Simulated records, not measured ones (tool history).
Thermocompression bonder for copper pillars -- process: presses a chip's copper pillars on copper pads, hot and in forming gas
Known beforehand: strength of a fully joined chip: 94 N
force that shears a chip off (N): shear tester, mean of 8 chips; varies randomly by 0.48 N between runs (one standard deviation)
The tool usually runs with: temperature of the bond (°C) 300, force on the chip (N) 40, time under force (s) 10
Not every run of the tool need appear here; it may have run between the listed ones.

run,hour,temperature of the bond (°C),force on the chip (N),time under force (s),force that shears a chip off (N)
1,0.0,300,40,10,45.5
2,30.1,300,40,10,44.6
3,73.8,300,40,10,44.1
4,116.3,300,40,10,43.8
5,154.2,327,40,10,60.5
6,172.1,300,40,10,43.2
7,203.9,317,38,10,52.7
8,247.5,317,56,7,54.0

What will run 9 give?
# hour 274.3: heater calibrated with a thermocouple chip
9,291.2,329,49,7,?

Run 9 came out at force that shears a chip off (N) 63.6.
Were there no unlogged condition in the tool, this run, its random variation unchanged, would have produced force that shears a chip off (N) 67.2.
